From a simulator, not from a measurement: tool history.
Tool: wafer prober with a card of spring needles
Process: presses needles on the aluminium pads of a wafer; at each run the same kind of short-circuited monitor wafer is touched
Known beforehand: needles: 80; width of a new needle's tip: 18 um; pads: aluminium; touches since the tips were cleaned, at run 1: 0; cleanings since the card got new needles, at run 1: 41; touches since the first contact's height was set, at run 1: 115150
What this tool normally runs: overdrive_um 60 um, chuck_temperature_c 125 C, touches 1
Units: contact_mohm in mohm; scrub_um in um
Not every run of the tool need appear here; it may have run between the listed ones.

run,day,overdrive_um,chuck_temperature_c,touches,touches since the tips were cleaned,cleanings since the card got new needles,touches since the first contact's height was set,contact_mohm,scrub_um
1,0,60,125,1,0,41,115150,154,9.53
# day 0.354: tips cleaned on abrasive film
# day 0.367: height of the first contact set anew
# day 0.721: tips cleaned on abrasive film
# day 1.05: tips cleaned on abrasive film
2,1.096,60,125,1,824,44,12497,166,9.63
# day 1.383: tips cleaned on abrasive film
# day 1.696: tips cleaned on abrasive film
# day 2.017: tips cleaned on abrasive film
3,2.275,60,125,1,4491,47,32648,192,9.63
# day 2.35: tips cleaned on abrasive film
# day 2.692: tips cleaned on abrasive film
# day 3.008: tips cleaned on abrasive film
4,3.012,60,125,1,125,50,45179,156,9.6
# day 3.354: tips cleaned on abrasive film
# day 3.683: tips cleaned on abrasive film
# day 4.021: tips cleaned on abrasive film
5,4.021,60,125,1,0,53,62331,158,9.56
# day 4.371: tips cleaned on abrasive film
# day 4.708: tips cleaned on abrasive film
# day 5.067: tips cleaned on abrasive film
6,5.308,60,125,1,4190,56,84400,190,9.53
# day 5.383: tips cleaned on abrasive film
# day 5.729: tips cleaned on abrasive film
7,5.921,60,125,1,3321,58,94846,191,9.49
# day 6.067: tips cleaned on abrasive film
# day 6.404: tips cleaned on abrasive film
# day 6.733: tips cleaned on abrasive film
# day 7.088: tips cleaned on abrasive film
8,7.121,60,125,1,539,62,115253,166,9.5
# day 7.392: tips cleaned on abrasive film
# day 7.546: height of the first contact set anew
# day 7.738: tips cleaned on abrasive film
# day 8.075: tips cleaned on abrasive film
9,8.175,60,125,1,1724,65,10727,174,9.64
# day 8.392: tips cleaned on abrasive film
# day 8.746: tips cleaned on abrasive film
# day 9.088: tips cleaned on abrasive film
10,9.246,60,125,1,2732,68,29015,180,9.61
# day 9.392: tips cleaned on abrasive film
# day 9.738: tips cleaned on abrasive film
# day 10.079: tips cleaned on abrasive film
11,10.254,60,125,1,3011,71,46180,182,9.59
# day 10.388: tips cleaned on abrasive film
# day 10.738: tips cleaned on abrasive film
12,10.954,60,125,1,3790,73,58175,188,9.58
# day 11.029: tips cleaned on abrasive film
# day 11.388: tips cleaned on abrasive film
13,11.488,41,125,2,1765,75,67243,191,6.53
# day 11.704: tips cleaned on abrasive film
# day 12.05: tips cleaned on abrasive film
14,12.275,50,125,1,3900,77,80704,213,7.94
# day 12.35: tips cleaned on abrasive film
# day 12.671: tips cleaned on abrasive film
# day 13.008: tips cleaned on abrasive film
# day 13.342: tips cleaned on abrasive film
15,13.396,50,125,1,922,81,99784,180,7.92
# day 13.679: tips cleaned on abrasive film
# day 13.967: tips cleaned on abrasive film
# day 14.321: tips cleaned on abrasive film
16,14.338,67,125,2,226,84,115792,158,10.62

Results per run with the tool's hidden condition removed, run-to-run variation unchanged:
Hidden conditions of the tool in this case: debris on the tips, nm; way that the needles fall short of the set height, um; tips' diameter, um; drift of the gauge itself on contact_mohm, %; drift of the gauge itself on scrub_um, %.
run,contact_mohm,scrub_um
1,150,9.69
2,154,9.65
3,151,9.67
4,150,9.67
5,154,9.64
6,152,9.64
7,153,9.62
8,155,9.66
9,152,9.66
10,151,9.65
11,151,9.65
12,152,9.66
13,161,6.62
14,158,8.05
15,156,8.06
16,153,10.79

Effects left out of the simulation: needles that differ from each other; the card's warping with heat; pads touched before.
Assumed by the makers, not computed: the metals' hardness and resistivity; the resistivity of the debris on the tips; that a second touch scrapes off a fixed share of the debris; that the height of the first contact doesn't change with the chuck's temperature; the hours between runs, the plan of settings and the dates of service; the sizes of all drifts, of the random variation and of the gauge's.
